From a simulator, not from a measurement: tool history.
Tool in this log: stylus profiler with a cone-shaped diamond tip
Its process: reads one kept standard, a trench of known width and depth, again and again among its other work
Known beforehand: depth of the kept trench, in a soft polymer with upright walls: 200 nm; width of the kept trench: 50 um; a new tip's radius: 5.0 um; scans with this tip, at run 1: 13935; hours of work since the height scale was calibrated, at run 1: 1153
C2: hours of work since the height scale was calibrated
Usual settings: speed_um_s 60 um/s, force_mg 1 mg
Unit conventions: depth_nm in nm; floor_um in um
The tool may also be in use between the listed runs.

Run 1, hour 0: usual settings; scans with this tip 13935; C2 1153. Result: depth_nm 201.75 nm, floor_um 46.64 um.
Run 2, hour 89: usual settings; scans with this tip 14785; C2 1223. Result: depth_nm 202 nm, floor_um 46.65 um.
Run 3, hour 212.2: usual settings; scans with this tip 15964; C2 1320. Result: depth_nm 201.72 nm, floor_um 46.69 um.
Run 4, hour 291.8: usual settings; scans with this tip 16724; C2 1383. Result: depth_nm 201.98 nm, floor_um 46.67 um.
Run 5, hour 423.9: usual settings; scans with this tip 17986; C2 1488. Result: depth_nm 201.89 nm, floor_um 46.64 um.
Run 6, hour 530.1: usual settings but force_mg 0.6 mg; scans with this tip 19001; C2 1572. Result: depth_nm 201.07 nm, floor_um 46.55 um.
Run 7, hour 610.1: usual settings but force_mg 0.6 mg; scans with this tip 19765; C2 1635. Result: depth_nm 201.39 nm, floor_um 46.51 um.
Run 8, hour 723.5: usual settings but speed_um_s 75 um/s, force_mg 1.21 mg; scans with this tip 20849; C2 1724. Result: depth_nm 202.14 nm, floor_um 46.62 um.
Run 9, hour 853.6: usual settings but speed_um_s 75 um/s, force_mg 1.21 mg; scans with this tip 22093; C2 1827. Result: depth_nm 202.15 nm, floor_um 46.63 um.
Run 10, hour 945.5: usual settings but speed_um_s 74 um/s, force_mg 0.92 mg; scans with this tip 22970; C2 1900. Result: depth_nm 201.75 nm, floor_um 46.51 um.
At hour 974.8: height scale calibrated on a step standard.
Run 11, hour 1060.2: usual settings but speed_um_s 31 um/s, force_mg 0.34 mg; scans with this tip 24062; C2 67. Result: depth_nm 201.03 nm, floor_um 46.73 um.
Run 12, hour 1178.7: usual settings but speed_um_s 178 um/s, force_mg 2.14 mg; scans with this tip 25194; C2 161. Result: depth_nm 203.32 nm, floor_um 46.18 um.
Run 13, hour 1282: usual settings but speed_um_s 178 um/s, force_mg 2.14 mg; scans with this tip 26181; C2 243. Result: depth_nm 203.08 nm, floor_um 46.14 um.
Run 14, hour 1351.1: usual settings but speed_um_s 179 um/s, force_mg 0.4 mg; scans with this tip 26842; C2 297. Result: depth_nm 200.96 nm, floor_um 44.8 um.

Alternative continuations, all from the tool just after run 14; predict every row:
Run A, hour 1453.7: usual settings but speed_um_s 181 um/s, force_mg 0.47 mg; scans with this tip 27822; C2 378. Result: depth_nm ?, floor_um ?.
Run B, hour 1453.7: usual settings but speed_um_s 26 um/s, force_mg 1.12 mg; scans with this tip 27822; C2 378. Result: depth_nm ?, floor_um ?.
Run C, hour 1453.7: usual settings but speed_um_s 56 um/s, force_mg 1.69 mg; scans with this tip 27822; C2 378. Result: depth_nm ?, floor_um ?.

run  depth_nm  floor_um
  A    201.15     44.89
  B    201.92     46.95
  C     202.6     46.82
Stripped of hidden state, with their random variation kept, the same runs would have yielded:
run  depth_nm  floor_um
  A    201.16     44.91
  B    201.93     46.97
  C    202.61     46.83
